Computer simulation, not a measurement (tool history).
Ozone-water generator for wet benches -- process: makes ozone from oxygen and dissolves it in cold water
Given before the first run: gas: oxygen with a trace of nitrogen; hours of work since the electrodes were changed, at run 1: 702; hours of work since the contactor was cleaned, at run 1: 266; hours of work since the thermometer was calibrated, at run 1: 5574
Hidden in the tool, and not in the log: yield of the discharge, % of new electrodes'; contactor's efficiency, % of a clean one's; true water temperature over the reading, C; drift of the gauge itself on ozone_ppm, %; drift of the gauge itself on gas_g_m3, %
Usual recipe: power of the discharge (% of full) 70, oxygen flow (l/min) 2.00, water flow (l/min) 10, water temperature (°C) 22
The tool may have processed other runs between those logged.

run	day	power of the discharge (% of full)	oxygen flow (l/min)	water flow (l/min)	water temperature (°C)	hours of work since the electrodes were changed	hours of work since the contactor was cleaned	hours of work since the thermometer was calibrated	dissolved ozone (ppm)	ozone in the gas ahead of the water (g/m3)
1	0.000	70	2.00	10	22	702	266	5574	17.3	177.5
2	1.117	70	2.00	10	22	728	292	5601	17.2	177.3
3	2.608	70	2.00	10	22	764	327	5636	17.3	176.7
4	3.729	70	3.32	10	22	790	354	5662	18.5	146.2
5	4.567	70	2.00	10	22	810	373	5682	17.1	177.7
6	6.000	70	2.00	10	22	843	407	5716	16.9	175.4
7	6.979	70	2.00	10	22	867	430	5739	17.0	178.7
8	7.783	70	2.00	7	22	885	449	5758	21.9	176.1
9	9.550	70	2.00	7	22	927	491	5799	21.9	178.4
10	10.621	70	1.11	7	22	952	516	5825	19.5	223.0
11	11.338	70	1.11	7	22	969	533	5841	19.6	222.5
12	12.229	70	1.11	7	22	990	554	5862	19.5	220.5
13	13.629	70	1.11	7	22	1023	587	5895	19.5	222.7
14	14.500	70	1.11	7	22	1044	607	5916	19.7	223.6
# day 14.933: water thermometer calibrated
15	15.329	70	1.11	7	22	1063	626	9	19.5	222.0
16	16.721	70	1.11	7	22	1095	659	42	19.3	220.4
17	17.604	91	2.87	7	22	1116	680	63	27.8	192.4
18	18.475	59	1.86	11	29	1137	700	83	12.1	157.3
19	20.183	97	3.17	10	22	1177	741	124	23.9	191.9
20	21.383	70	1.57	10	16	1205	769	152	17.3	193.3
21	22.121	70	1.57	10	16	1223	786	169	17.3	194.7
22	23.767	72	1.02	7	16	1261	825	208	21.0	233.0
# day 24.517: water thermometer calibrated, once more
23	25.292	70	1.31	10	28	1297	860	18	14.1	208.4
24	26.246	42	2.00	10	22	1319	883	41	10.8	112.6
25	27.046	42	2.00	6	22	1338	902	60	15.5	114.3
26	28.088	42	2.00	6	22	1363	926	84	15.7	113.3
27	29.171	68	1.55	11	27	1388	952	110	13.6	188.2
28	30.496	68	1.55	11	27	1419	983	141	13.4	188.8
29	31.308	75	2.00	10	22	1438	1002	160	17.9	186.4

Difference, measured minus no-hidden-state, one row per run. Run-to-run variation is common to both terms; the gauge's own scatter need not be:
run	dissolved ozone (ppm)	ozone in the gas ahead of the water (g/m3)
1	-0.3	-2.7
2	-0.4	-2.9
3	-0.4	-3.0
4	-0.5	-2.6
5	-0.4	-3.2
6	-0.4	-3.3
7	-0.5	-3.4
8	-0.6	-3.5
9	-0.6	-3.7
10	-0.5	-4.8
11	-0.5	-4.8
12	-0.5	-4.9
13	-0.5	-5.1
14	-0.6	-5.3
15	-0.6	-5.2
16	-0.7	-5.4
17	-1.2	-5.9
18	-0.3	-3.4
19	-1.0	-6.5
20	-0.6	-5.3
21	-0.6	-5.3
22	-0.7	-6.8
23	-0.5	-6.0
24	-0.2	-1.8
25	-0.3	-1.9
26	-0.3	-1.9
27	-0.5	-5.7
28	-0.4	-5.9
29	-0.7	-6.4
